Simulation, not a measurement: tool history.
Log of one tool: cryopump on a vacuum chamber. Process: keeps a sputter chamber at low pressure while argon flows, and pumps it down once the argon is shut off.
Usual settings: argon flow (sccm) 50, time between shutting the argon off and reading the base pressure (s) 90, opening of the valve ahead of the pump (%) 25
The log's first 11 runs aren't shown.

run   hour  argon flow (sccm)  time between shutting the argon off and reading the base pressure (s)  opening of the valve ahead of the pump (%)  hours of work since the pump was warmed up and emptied  hours of work since the cold head was overhauled  hours of work since the chamber's fittings were tightened  pressure while argon flows (Pa)  pressure after the wait (uPa)
 12  239.4                 76                                                                     90                                          21                                                    1002                                              1002                                                       2414                           0.3200                           1.41
 13  255.7                 41                                                                     90                                          25                                                    1012                                              1012                                                       2424                           0.1455                           1.40
 14  288.1                 41                                                                     90                                          25                                                    1033                                              1033                                                       2445                           0.1463                           1.41
 15  308.1                 50                                                                     71                                          25                                                    1045                                              1045                                                       2458                           0.1776                           1.57
 16  329.6                 50                                                                     71                                          25                                                    1059                                              1059                                                       2471                           0.1785                           1.55
 17  347.8                 50                                                                     90                                          25                                                    1070                                              1070                                                       2483                           0.1783                           1.40
 18  376.3                 26                                                                     25                                          25                                                    1089                                              1089                                                       2501                           0.0932                           3.21
 19  399.8                 52                                                                    120                                          46                                                    1103                                              1103                                                       2516                           0.1042                           1.26
 20  419.9                 52                                                                    120                                          46                                                    1116                                              1116                                                       2529                           0.1040                           1.24
 21  444.7                 71                                                                     94                                          25                                                    1132                                              1132                                                       2544                           0.2534                           1.36
     455.1  -- pump warmed up, emptied and cooled again
 22  479.1                 71                                                                     94                                          25                                                      15                                              1151                                                       2563                           0.2460                           1.27
 23  506.1                 76                                                                     90                                          45                                                      32                                              1168                                                       2580                           0.1482                           1.28
 24  536.9                 50                                                                     90                                          46                                                      52                                              1187                                                       2600                           0.0944                           1.40
 25  570.9                 50                                                                     90                                          46                                                      74                                              1209                                                       2621                           0.0953                           1.36
     584.2  -- leaking fittings of the chamber tightened, without venting
 26  605.2                 50                                                                     90                                          46                                                      94                                              1229                                                         13                           0.0943                           0.88
 27  630.4                 50                                                                     90                                          46                                                     110                                              1245                                                         29                           0.0944                           0.92
 28  651.1                 71                                                                     90                                          34                                                     123                                              1259                                                         43                           0.1817                           0.91
 29  671.7                 39                                                                    232                                          23                                                     136                                              1272                                                         56                           0.1475                           0.45
 30  691.0                 39                                                                    232                                          23                                                     149                                              1284                                                         68                           0.1469                           0.44
 31  712.1                 20                                                                    123                                          21                                                     162                                              1297                                                         81                           0.0824                           0.69
 32  738.9                 77                                                                    210                                          55                                                     179                                              1314                                                         98                           0.1230                           0.49
 33  773.8                 42                                                                     29                                          33                                                     201                                              1337                                                        120                           0.1119                           2.36
 34  802.6                 71                                                                     90                                          33                                                     219                                              1355                                                        139                           0.1882                           0.91

4 ways to go on from here, each from the tool as it stands after run 34. What would each give?
  A  830.6                 71                                                                     52                                          30                                                     237                                              1373                                                        156                                ?                              ?
  B  830.6                 27                                                                     73                                          33                                                     237                                              1373                                                        156                                ?                              ?
  C  830.6                 42                                                                     47                                          46                                                     237                                              1373                                                        156                                ?                              ?
  D  830.6                 50                                                                     25                                          23                                                     237                                              1373                                                        156                                ?                              ?

run  pressure while argon flows (Pa)  pressure after the wait (uPa)
  A                           0.2063                           1.37
  B                           0.0721                           1.04
  C                           0.0804                           1.56
  D                           0.1889                           2.73
Without the tool's hidden state the same runs would have given:
run  pressure while argon flows (Pa)  pressure after the wait (uPa)
  A                           0.2031                           1.33
  B                           0.0709                           0.99
  C                           0.0785                           1.52
  D                           0.1867                           2.69
